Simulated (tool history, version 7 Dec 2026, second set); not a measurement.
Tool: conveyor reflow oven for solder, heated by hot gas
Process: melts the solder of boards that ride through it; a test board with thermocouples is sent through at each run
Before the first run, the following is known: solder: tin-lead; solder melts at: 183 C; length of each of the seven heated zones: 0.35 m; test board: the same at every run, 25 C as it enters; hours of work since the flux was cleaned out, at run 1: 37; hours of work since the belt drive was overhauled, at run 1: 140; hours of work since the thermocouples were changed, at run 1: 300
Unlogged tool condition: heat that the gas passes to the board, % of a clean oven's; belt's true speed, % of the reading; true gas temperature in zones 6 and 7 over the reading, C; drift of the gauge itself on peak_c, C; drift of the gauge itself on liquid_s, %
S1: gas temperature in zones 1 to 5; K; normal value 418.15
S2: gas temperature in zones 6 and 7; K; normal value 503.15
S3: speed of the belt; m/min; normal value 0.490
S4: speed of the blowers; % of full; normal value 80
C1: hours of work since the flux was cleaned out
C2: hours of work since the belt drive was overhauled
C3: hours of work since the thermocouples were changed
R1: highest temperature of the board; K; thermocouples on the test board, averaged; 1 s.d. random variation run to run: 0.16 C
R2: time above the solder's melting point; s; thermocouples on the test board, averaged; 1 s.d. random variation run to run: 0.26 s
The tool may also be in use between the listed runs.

run,hour,S1,S2,S3,S4,C1,C2,C3,R1,R2
1,0.0,418.15,503.15,0.490,80,37,140,300,492.15,69.6
2,8.7,418.15,503.15,0.490,80,42,145,305,492.15,69.7
3,15.1,418.15,503.15,0.490,80,45,148,308,492.05,69.7
4,21.5,418.15,503.15,0.490,80,48,151,311,492.45,69.7
5,26.4,418.15,503.15,0.490,80,51,154,314,492.15,69.8
6,36.2,418.15,503.15,0.490,80,56,159,319,491.95,69.6
# hour 41.0: belt drive overhauled, speed set with a stopwatch
7,44.4,418.15,503.15,0.490,80,58,2,321,491.75,70.1
8,54.0,430.15,503.15,0.490,80,63,7,326,493.45,76.9
9,58.8,418.15,503.15,0.427,80,65,9,328,495.35,83.4
10,65.3,418.15,503.15,0.427,80,68,12,332,495.35,83.8
11,69.8,406.15,505.15,0.564,71,71,15,334,485.95,49.8
12,74.0,418.15,500.15,0.490,87,73,17,336,490.35,68.2
13,83.7,418.15,500.15,0.490,87,78,22,341,490.35,68.6
14,88.7,416.15,508.15,0.583,87,80,24,344,492.65,57.4
# hour 98.3: belt drive overhauled, speed set with a stopwatch, once more
15,99.8,416.15,510.15,0.583,87,84,1,347,494.25,57.8
16,107.6,416.15,503.15,0.581,80,88,5,351,486.65,52.9
17,116.5,421.15,516.15,0.409,51,93,9,356,502.95,93.2
18,123.5,422.15,508.15,0.409,58,96,13,360,497.45,89.6
19,131.5,418.15,513.15,0.433,80,100,17,364,504.15,87.7

Each row is a separate what-if for the run after 19, all from the same tool condition, not one after another. Results?
A,136.7,418.15,518.15,0.447,58,103,20,366,?,?
B,136.7,427.15,497.15,0.490,61,103,20,366,?,?
C,136.7,418.15,513.15,0.589,61,103,20,366,?,?
D,136.7,421.15,503.15,0.490,56,103,20,366,?,?
E,136.7,419.15,503.15,0.543,80,103,20,366,?,?

run,R1,R2
A,503.75,84.3
B,484.75,66.7
C,490.45,54.9
D,487.25,66.1
E,489.35,60.2
Without the tool's unlogged condition, the same runs would have read:
run,R1,R2
A,503.65,84.3
B,484.65,66.8
C,490.65,55.2
D,487.25,66.2
E,489.45,60.5
